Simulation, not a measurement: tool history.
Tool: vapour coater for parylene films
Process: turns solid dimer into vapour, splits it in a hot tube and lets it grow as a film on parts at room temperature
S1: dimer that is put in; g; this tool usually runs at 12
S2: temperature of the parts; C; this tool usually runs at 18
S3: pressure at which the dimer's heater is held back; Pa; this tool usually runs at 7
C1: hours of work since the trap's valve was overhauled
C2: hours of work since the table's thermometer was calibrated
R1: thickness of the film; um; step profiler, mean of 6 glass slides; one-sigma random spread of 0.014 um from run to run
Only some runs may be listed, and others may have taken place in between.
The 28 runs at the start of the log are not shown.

run	hour	S1	S2	S3	C1	C2	R1
29	507.3	8	11	7	153	673	3.08
30	535.1	9	11	4.99	173	693	3.66
31	557.4	18	27	2.73	189	709	5.71
32	582.8	18	27	2.73	207	728	5.72
33	609.8	12	17	4.01	227	747	4.42
34	636.8	12	20	3.79	246	767	4.21
35	658.4	12	21	7	262	783	3.72
36	676	18	18	7	275	795	5.97
37	697.6	18	18	7	290	811	5.96
38	712.6	18	21	10.72	301	822	5.27
39	738.4	12	18	2.92	320	840	4.61
40	759.5	12	18	2.92	335	856	4.58
41	775.2	12	18	2.92	347	867	4.54
42	792.5	11	16	5.15	359	880	4.02

What if the next run were any one of these 3? Each begins from the tool's condition after run 42:
A	815.4	6	19	4.46	376	896	?
B	815.4	11	10	5.15	376	896	?
C	815.4	14	16	5.15	376	896	?

run	R1
A	2.09
B	4.55
C	5.11
Without the tool's hidden state the same runs would have given:
run	R1
A	2.05
B	4.48
C	5.03
